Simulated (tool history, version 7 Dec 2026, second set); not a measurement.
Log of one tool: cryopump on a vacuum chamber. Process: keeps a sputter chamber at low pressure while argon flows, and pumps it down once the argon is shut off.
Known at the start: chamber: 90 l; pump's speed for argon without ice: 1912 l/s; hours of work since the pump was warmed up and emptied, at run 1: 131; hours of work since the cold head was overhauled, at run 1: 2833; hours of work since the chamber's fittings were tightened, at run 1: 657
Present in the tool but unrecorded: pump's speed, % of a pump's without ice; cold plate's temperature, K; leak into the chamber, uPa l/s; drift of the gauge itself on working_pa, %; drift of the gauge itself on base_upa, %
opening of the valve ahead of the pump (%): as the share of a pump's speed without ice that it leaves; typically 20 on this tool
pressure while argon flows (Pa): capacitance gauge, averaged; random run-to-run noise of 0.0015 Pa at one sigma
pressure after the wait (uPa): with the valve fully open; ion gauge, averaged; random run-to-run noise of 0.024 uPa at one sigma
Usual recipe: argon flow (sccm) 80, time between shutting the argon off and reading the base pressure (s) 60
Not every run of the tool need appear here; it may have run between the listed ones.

| run | hour | argon flow (sccm) | time between shutting the argon off and reading the base pressure (s) | opening of the valve ahead of the pump (%) | hours of work since the pump was warmed up and emptied | hours of work since the cold head was overhauled | hours of work since the chamber's fittings were tightened | pressure while argon flows (Pa) | pressure after the wait (uPa) |
|---|---|---|---|---|---|---|---|---|---|
| 1 | 0.0 | 80 | 60 | 20 | 131 | 2833 | 657 | 0.3614 | 1.20 |
| 2 | 98.1 | 80 | 60 | 20 | 202 | 2904 | 728 | 0.3640 | 1.28 |
| 3 | 158.2 | 80 | 60 | 20 | 245 | 2947 | 771 | 0.3705 | 1.31 |
| 4 | 225.2 | 80 | 60 | 20 | 293 | 2996 | 819 | 0.3728 | 1.32 |
| 5 | 272.1 | 80 | 60 | 20 | 327 | 3029 | 853 | 0.3777 | 1.40 |
| 6 | 319.9 | 80 | 60 | 20 | 361 | 3064 | 888 | 0.3785 | 1.45 |
| 7 | 390.0 | 80 | 60 | 20 | 412 | 3114 | 938 | 0.3839 | 1.49 |
| 8 | 447.4 | 80 | 60 | 20 | 453 | 3156 | 979 | 0.3881 | 1.62 |
|  | 511.7 | pump warmed up, emptied and cooled again |
| 9 | 557.5 | 80 | 60 | 20 | 33 | 3232 | 1055 | 0.3584 | 1.38 |
| 10 | 638.8 | 80 | 60 | 20 | 92 | 3290 | 1114 | 0.3628 | 1.40 |
| 11 | 715.6 | 80 | 60 | 20 | 147 | 3346 | 1169 | 0.3666 | 1.47 |
| 12 | 784.6 | 80 | 60 | 17 | 197 | 3395 | 1219 | 0.4294 | 1.55 |
| 13 | 846.7 | 80 | 60 | 17 | 242 | 3440 | 1264 | 0.4313 | 1.55 |
| 14 | 895.8 | 152 | 60 | 20 | 277 | 3476 | 1299 | 0.7054 | 1.72 |
| 15 | 968.6 | 152 | 152 | 20 | 329 | 3528 | 1352 | 0.7217 | 1.28 |
| 16 | 1020.8 | 152 | 152 | 20 | 367 | 3566 | 1389 | 0.7283 | 1.39 |
| 17 | 1096.4 | 152 | 152 | 20 | 422 | 3620 | 1444 | 0.7394 | 1.46 |
| 18 | 1145.6 | 152 | 152 | 20 | 457 | 3656 | 1479 | 0.7426 | 1.55 |
|  | 1204.9 | pump warmed up, emptied and cooled again |
| 19 | 1206.1 | 39 | 25 | 56 | 1 | 3696 | 1519 | 0.0635 | 2.55 |
| 20 | 1272.7 | 39 | 25 | 56 | 49 | 3744 | 1567 | 0.0646 | 2.63 |
| 21 | 1320.0 | 39 | 25 | 56 | 83 | 3778 | 1601 | 0.0648 | 2.61 |
| 22 | 1401.8 | 80 | 60 | 57 | 142 | 3837 | 1660 | 0.1346 | 1.69 |
| 23 | 1492.5 | 80 | 60 | 57 | 207 | 3902 | 1726 | 0.1394 | 1.79 |
| 24 | 1562.9 | 91 | 60 | 20 | 258 | 3953 | 1777 | 0.4200 | 1.90 |
| 25 | 1632.9 | 54 | 121 | 19 | 309 | 4003 | 1827 | 0.2666 | 1.61 |
| 26 | 1702.7 | 54 | 121 | 19 | 359 | 4054 | 1877 | 0.2713 | 1.71 |
| 27 | 1750.5 | 80 | 32 | 50 | 393 | 4088 | 1912 | 0.1708 | 2.71 |
| 28 | 1839.2 | 80 | 32 | 50 | 457 | 4152 | 1976 | 0.1770 | 2.84 |

What does the tool deliver on the next run?
|  | 1902.0 | pump warmed up, emptied and cooled again |
| 29 | 1930.6 | 80 | 32 | 50 | 21 | 4214 | 2038 | ? | ? |

Run 29 came out at pressure while argon flows (Pa) 0.1452, pressure after the wait (uPa) 2.43.
Had the tool carried no hidden state, the very same run would have given pressure while argon flows (Pa) 0.1412, pressure after the wait (uPa) 1.48.

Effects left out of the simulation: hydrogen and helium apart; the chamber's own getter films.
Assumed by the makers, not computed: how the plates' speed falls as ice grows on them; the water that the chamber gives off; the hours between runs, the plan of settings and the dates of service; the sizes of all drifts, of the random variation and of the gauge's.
